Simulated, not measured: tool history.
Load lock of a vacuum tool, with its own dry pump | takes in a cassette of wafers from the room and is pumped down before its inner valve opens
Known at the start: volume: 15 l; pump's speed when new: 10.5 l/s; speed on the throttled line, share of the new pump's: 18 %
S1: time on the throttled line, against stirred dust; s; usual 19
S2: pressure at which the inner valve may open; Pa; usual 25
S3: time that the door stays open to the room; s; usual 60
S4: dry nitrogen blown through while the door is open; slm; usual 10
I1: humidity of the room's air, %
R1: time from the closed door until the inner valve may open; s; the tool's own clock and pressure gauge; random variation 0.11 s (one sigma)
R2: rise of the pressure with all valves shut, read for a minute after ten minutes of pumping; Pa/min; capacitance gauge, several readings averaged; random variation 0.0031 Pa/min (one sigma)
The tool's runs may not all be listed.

run	day	S1	S2	S3	S4	I1	R1	R2
1	0.000	19	25	60	10	46.1	27.7	0.072
2	2.854	19	25	60	10	43.3	27.5	0.062
3	6.083	19	25	60	10	41.7	27.7	0.068
4	8.508	17	25	60	10	47.6	25.9	0.069
5	11.946	17	25	60	10	45.6	26.0	0.067
6	15.133	17	25	60	10	44.3	25.9	0.069
7	18.858	19	25	60	40	47.7	27.6	0.048
8	22.708	19	25	60	13	47.5	27.6	0.073
9	26.571	19	25	60	13	46.1	27.8	0.069
10	30.675	19	25	169	10	44.4	27.6	0.094
11	33.762	19	25	35	10	41.2	27.6	0.059
12	36.433	19	25	35	10	42.1	27.7	0.058
13	38.262	19	25	35	10	45.0	27.5	0.062
14	41.296	19	25	60	10	47.7	27.5	0.081
15	44.450	19	25	60	6	46.3	27.5	0.084
16	46.812	19	25	60	6	46.2	27.6	0.083
17	49.250	19	25	60	9	45.4	27.9	0.077
18	52.108	19	26	60	10	46.0	27.6	0.082
19	56.246	19	26	60	10	43.7	27.6	0.078
20	59.292	19	26	60	10	44.5	27.6	0.081
21	62.575	15	29	210	8	43.9	24.2	0.115
22	65.054	24	32	60	10	44.2	31.4	0.080
23	68.375	24	32	60	10	43.9	31.3	0.081
24	72.471	28	32	176	10	41.0	34.8	0.106
25	75.488	19	46	158	14	42.5	26.8	0.097
26	77.754	19	46	158	14	47.5	26.9	0.103
27	81.783	16	27	200	6	45.8	25.1	0.125
28	85.517	19	25	60	9	41.8	27.8	0.082
29	88.496	19	25	60	9	44.0	27.8	0.086
30	90.583	19	25	60	9	44.8	27.7	0.087
31	92.733	19	45	60	10	47.0	27.1	0.087
32	96.729	10	35	56	6	43.1	20.0	0.088
33	99.729	20	40	60	5	44.9	27.9	0.100
34	103.696	20	40	214	7	48.2	28.0	0.138
35	105.754	14	50	133	11	41.6	22.8	0.100
36	109.742	36	21	186	32	43.1	42.0	0.088

Measured less the same run without the tool's hidden state. The same run-to-run variation is in both; the gauge's scatter may not be:
The hidden state here: pump's speed, % of a new pump's; leak at the door's seal, Pa l/s; drift of the gauge itself on ready_s, %; drift of the gauge itself on rise_pa_min, %.
run	R1	R2
1	+0.2	+0.010
2	+0.2	+0.010
3	+0.1	+0.011
4	+0.2	+0.010
5	+0.1	+0.012
6	+0.1	+0.012
7	+0.2	+0.013
8	+0.2	+0.013
9	+0.2	+0.015
10	+0.2	+0.015
11	+0.2	+0.015
12	+0.2	+0.016
13	+0.2	+0.016
14	+0.3	+0.017
15	+0.2	+0.018
16	+0.3	+0.018
17	+0.3	+0.019
18	+0.2	+0.020
19	+0.2	+0.020
20	+0.2	+0.020
21	+0.3	+0.021
22	+0.2	+0.022
23	+0.2	+0.023
24	+0.2	+0.024
25	+0.3	+0.024
26	+0.3	+0.024
27	+0.3	+0.025
28	+0.3	+0.027
29	+0.3	+0.027
30	+0.3	+0.027
31	+0.3	+0.029
32	+0.4	+0.029
33	+0.3	+0.030
34	+0.3	+0.030
35	+0.3	+0.030
36	+0.2	+0.032
